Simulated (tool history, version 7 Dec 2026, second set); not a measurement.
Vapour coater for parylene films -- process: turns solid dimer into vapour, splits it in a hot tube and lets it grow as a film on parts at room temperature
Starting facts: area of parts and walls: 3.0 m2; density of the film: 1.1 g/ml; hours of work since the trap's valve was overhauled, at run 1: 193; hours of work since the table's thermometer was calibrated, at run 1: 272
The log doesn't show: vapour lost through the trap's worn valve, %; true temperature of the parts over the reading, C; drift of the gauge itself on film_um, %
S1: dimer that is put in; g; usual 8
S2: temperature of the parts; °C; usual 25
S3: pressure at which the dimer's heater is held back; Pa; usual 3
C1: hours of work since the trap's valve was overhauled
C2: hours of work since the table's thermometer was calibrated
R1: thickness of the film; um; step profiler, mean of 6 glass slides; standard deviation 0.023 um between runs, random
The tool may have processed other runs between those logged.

run,hour,S1,S2,S3,C1,C2,R1
1,0,8,25,3,193,272,1.39
2,40.3,8,25,3,215,294,1.38
3,80.7,5,25,3,237,316,0.85
4,118,5,25,3,257,336,0.86
5,165.1,8,27,3,283,361,1.26
6,192.8,8,27,3,298,376,1.24
7,218,8,27,3,311,390,1.26
8,254.1,8,25,3,331,409,1.34
9,290,8,25,3,350,429,1.38
10,312.9,8,25,3,363,441,1.33
11,344,8,25,3,379,458,1.36
12,374.9,8,25,3,396,475,1.33
13,406.1,8,25,9.54,413,492,1.18
14,440.5,8,25,3,432,510,1.29
15,480.4,8,25,3,453,532,1.28
16,505.6,8,25,3,467,545,1.33
17,548.9,8,25,3,490,569,1.3
18,579.1,8,25,3,507,585,1.31
19,612.6,6,25,3,525,603,0.91
20,645.2,8,25,3,542,621,1.26
21,689.2,8,25,3,566,645,1.31
22,732.8,8,25,3,590,668,1.27
23,773,6,25,3,611,690,0.94
24,797.4,6,25,3,625,703,0.95
25,821.8,6,25,5.24,638,716,0.87
# hour 863.5: trap's valve overhauled
26,871.5,6,25,5.24,4,741,0.99
27,921.2,10,28,5.24,31,768,1.45
28,948.4,8,18,5.24,46,783,1.73
29,995.8,10,25,7.46,72,808,1.57
30,1018.1,6,25,5.19,84,820,1
31,1063,6,25,5.19,108,845,0.98
32,1103.5,5,25,3.43,130,867,0.84
33,1139.9,5,25,3.43,149,886,0.83
34,1181.7,8,36,5.73,172,909,0.79
35,1214.9,8,36,5.73,190,927,0.8
36,1256.5,8,36,5.73,213,949,0.81
37,1302.9,8,36,5.73,238,974,0.82
38,1339.5,4,24,2.51,257,994,0.69
39,1378.7,12,29,4.99,279,1015,1.64
40,1408,12,29,4.99,294,1031,1.62
41,1449.9,12,29,4.99,317,1054,1.61
42,1484.1,8,20,3,336,1072,1.61
43,1518.9,14,25,7.91,354,1091,2.07
44,1549.3,8,25,3,371,1108,1.3
45,1580.8,4,20,2.34,388,1125,0.81
46,1609.7,4,30,2.58,403,1140,0.54
47,1634.4,4,25,2.35,417,1154,0.71
48,1655.9,10,17,2.35,429,1165,2.25

Subtracting, for every run, the result it would have given without the tool's unlogged condition from the measured result gives the following. The same run-to-run variation enters both numbers; the gauge's scatter may not:
run,R1
1,-0.09
2,-0.1
3,-0.06
4,-0.07
5,-0.11
6,-0.1
7,-0.11
8,-0.12
9,-0.14
10,-0.14
11,-0.15
12,-0.14
13,-0.12
14,-0.15
15,-0.16
16,-0.17
17,-0.17
18,-0.18
19,-0.14
20,-0.19
21,-0.19
22,-0.2
23,-0.15
24,-0.16
25,-0.15
26,-0.03
27,-0.05
28,-0.07
29,-0.07
30,-0.04
31,-0.05
32,-0.05
33,-0.05
34,-0.06
35,-0.06
36,-0.06
37,-0.07
38,-0.07
39,-0.15
40,-0.15
41,-0.16
42,-0.17
43,-0.23
44,-0.15
45,-0.1
46,-0.06
47,-0.08
48,-0.29
